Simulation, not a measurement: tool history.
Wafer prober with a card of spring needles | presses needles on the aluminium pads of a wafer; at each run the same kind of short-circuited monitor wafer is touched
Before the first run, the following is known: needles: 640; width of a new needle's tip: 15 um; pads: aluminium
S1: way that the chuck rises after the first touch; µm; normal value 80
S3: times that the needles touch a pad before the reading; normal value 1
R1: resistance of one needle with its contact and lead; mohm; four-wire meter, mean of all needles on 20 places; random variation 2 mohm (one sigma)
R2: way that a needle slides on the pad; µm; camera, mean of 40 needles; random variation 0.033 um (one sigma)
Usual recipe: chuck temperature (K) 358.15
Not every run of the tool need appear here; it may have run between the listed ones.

{"run": 1, "hour": 0.0, "S1": 80, "chuck temperature (K)": 358.15, "S3": 1, "R1": 269, "R2": 10.17}
{"hour": 4.2, "done": "tips cleaned on abrasive film"}
{"hour": 16.4, "done": "tips cleaned on abrasive film"}
{"run": 2, "hour": 19.7, "S1": 80, "chuck temperature (K)": 358.15, "S3": 1, "R1": 254, "R2": 10.15}
{"hour": 26.2, "done": "tips cleaned on abrasive film"}
{"hour": 38.1, "done": "tips cleaned on abrasive film"}
{"hour": 49.2, "done": "tips cleaned on abrasive film"}
{"run": 3, "hour": 52.2, "S1": 80, "chuck temperature (K)": 358.15, "S3": 1, "R1": 257, "R2": 10.02}
{"hour": 59.6, "done": "tips cleaned on abrasive film"}
{"hour": 70.0, "done": "tips cleaned on abrasive film"}
{"hour": 81.5, "done": "tips cleaned on abrasive film"}
{"run": 4, "hour": 88.2, "S1": 80, "chuck temperature (K)": 358.15, "S3": 1, "R1": 279, "R2": 9.95}
{"hour": 92.4, "done": "tips cleaned on abrasive film"}
{"hour": 102.5, "done": "tips cleaned on abrasive film"}
{"hour": 113.9, "done": "tips cleaned on abrasive film"}
{"run": 5, "hour": 120.0, "S1": 80, "chuck temperature (K)": 358.15, "S3": 1, "R1": 271, "R2": 10.01}
{"hour": 124.9, "done": "tips cleaned on abrasive film"}
{"hour": 137.0, "done": "tips cleaned on abrasive film"}
{"hour": 148.2, "done": "tips cleaned on abrasive film"}
{"run": 6, "hour": 152.1, "S1": 80, "chuck temperature (K)": 370.15, "S3": 1, "R1": 272, "R2": 9.96}
{"hour": 159.0, "done": "tips cleaned on abrasive film"}
{"hour": 169.7, "done": "tips cleaned on abrasive film"}
{"run": 7, "hour": 176.4, "S1": 92, "chuck temperature (K)": 358.15, "S3": 1, "R1": 263, "R2": 11.53}
{"hour": 181.3, "done": "tips cleaned on abrasive film"}
{"hour": 193.4, "done": "tips cleaned on abrasive film"}
{"run": 8, "hour": 203.0, "S1": 92, "chuck temperature (K)": 358.15, "S3": 1, "R1": 270, "R2": 11.42}
{"hour": 205.5, "done": "tips cleaned on abrasive film"}
{"hour": 205.8, "done": "height of the first contact set anew"}
{"hour": 216.1, "done": "tips cleaned on abrasive film"}
{"run": 9, "hour": 220.0, "S1": 92, "chuck temperature (K)": 358.15, "S3": 1, "R1": 252, "R2": 11.32}
{"hour": 227.7, "done": "tips cleaned on abrasive film"}
{"hour": 239.0, "done": "tips cleaned on abrasive film"}
{"hour": 250.3, "done": "tips cleaned on abrasive film"}
{"run": 10, "hour": 257.6, "S1": 98, "chuck temperature (K)": 302.15, "S3": 3, "R1": 225, "R2": 12.0}
{"hour": 261.2, "done": "tips cleaned on abrasive film"}
{"hour": 271.2, "done": "tips cleaned on abrasive film"}
{"hour": 281.0, "done": "tips cleaned on abrasive film"}
{"run": 11, "hour": 289.7, "S1": 61, "chuck temperature (K)": 306.15, "S3": 1, "R1": 334, "R2": 7.2}
{"hour": 292.2, "done": "tips cleaned on abrasive film"}
{"hour": 303.3, "done": "tips cleaned on abrasive film"}
{"hour": 314.9, "done": "tips cleaned on abrasive film"}
{"hour": 326.7, "done": "tips cleaned on abrasive film"}
{"run": 12, "hour": 327.3, "S1": 65, "chuck temperature (K)": 299.15, "S3": 1, "R1": 232, "R2": 7.66}
{"hour": 332.4, "done": "height of the first contact set anew, once more"}
{"hour": 339.1, "done": "tips cleaned on abrasive film"}
{"hour": 349.8, "done": "tips cleaned on abrasive film"}
{"run": 13, "hour": 357.6, "S1": 99, "chuck temperature (K)": 358.15, "S3": 2, "R1": 243, "R2": 12.68}
{"hour": 361.8, "done": "tips cleaned on abrasive film"}
{"hour": 372.9, "done": "tips cleaned on abrasive film"}
{"hour": 384.6, "done": "tips cleaned on abrasive film"}
{"run": 14, "hour": 393.0, "S1": 99, "chuck temperature (K)": 358.15, "S3": 2, "R1": 244, "R2": 12.64}
{"hour": 395.4, "done": "tips cleaned on abrasive film"}
{"hour": 407.5, "done": "tips cleaned on abrasive film"}
{"hour": 419.4, "done": "tips cleaned on abrasive film"}
{"run": 15, "hour": 423.0, "S1": 99, "chuck temperature (K)": 358.15, "S3": 2, "R1": 238, "R2": 12.56}

Expected results for the next run?
{"hour": 429.4, "done": "tips cleaned on abrasive film"}
{"hour": 440.3, "done": "tips cleaned on abrasive film"}
{"run": 16, "hour": 440.6, "S1": 97, "chuck temperature (K)": 396.15, "S3": 1, "R1": "?", "R2": "?"}

R1: 234 mohm
R2: 12.37 µm
Without the tool's hidden state the same run would have given R1 228 mohm, R2 12.52 µm.
